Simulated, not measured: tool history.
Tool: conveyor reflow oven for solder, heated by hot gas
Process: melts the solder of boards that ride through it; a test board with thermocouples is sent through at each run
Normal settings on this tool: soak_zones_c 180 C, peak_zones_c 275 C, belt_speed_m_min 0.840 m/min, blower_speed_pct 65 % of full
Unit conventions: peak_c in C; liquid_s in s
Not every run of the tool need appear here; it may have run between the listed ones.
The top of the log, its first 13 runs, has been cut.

run   hour  soak_zones_c  peak_zones_c  belt_speed_m_min  blower_speed_pct  hours of work since the flux was cleaned out  hours of work since the belt drive was overhauled  hours of work since the thermocouples were changed  peak_c  liquid_s
 14  180.1           180           275             0.840                65                                           312                                                240                                                 283   258.8      47.6
     191.6  -- flux residue cleaned out of gas plates and filters
 15  200.3           180           275             0.840                65                                             5                                                249                                                 292   256.8      46.3
 16  209.1           180           275             0.840                65                                            10                                                253                                                 297   256.8      46.0
     228.6  -- flux residue cleaned out of gas plates and filters, once more
 17  229.4           180           281             0.840                65                                             0                                                262                                                 305   266.8      50.7
 18  245.3           180           278             0.677                65                                             9                                                271                                                 314   269.9      64.4
 19  263.0           180           283             0.788                65                                            19                                                281                                                 324   270.5      55.5
 20  279.9           180           283             0.788                65                                            28                                                290                                                 333   270.5      55.9
 21  299.3           170           283             0.849                65                                            39                                                301                                                 344   266.4      47.8
 22  308.8           180           288             0.679                65                                            44                                                306                                                 349   279.1      67.8
 23  322.9           192           275             0.801                71                                            52                                                314                                                 357   265.5      57.0
 24  339.8           180           288             0.840                65                                            61                                                323                                                 366   272.3      53.1
 25  354.0           180           288             0.840                65                                            69                                                331                                                 374   272.1      52.7
 26  365.5           180           285             0.931                83                                            76                                                337                                                 380   270.5      47.3
 27  384.2           180           275             0.840                67                                            86                                                347                                                 391   261.4      49.1
 28  393.7           180           275             0.995                55                                            91                                                353                                                 396   252.2      36.2
 29  411.8           176           275             0.723                78                                           101                                                363                                                 406   267.1      58.8
 30  425.3           171           275             0.840                53                                           109                                                370                                                 413   256.1      43.4
 31  435.5           165           275             0.840                53                                           114                                                376                                                 419   255.0      42.0

The next listed run, before its measurement:
 32  444.0           180           275             0.938                79                                           119                                                381                                                 424       ?         ?

{"run 32": {"peak_c": 260.4, "liquid_s": 43.0}}
Were there no unlogged condition in the tool, this run, its random variation unchanged, would have produced peak_c 260.6 C, liquid_s 42.9 s.
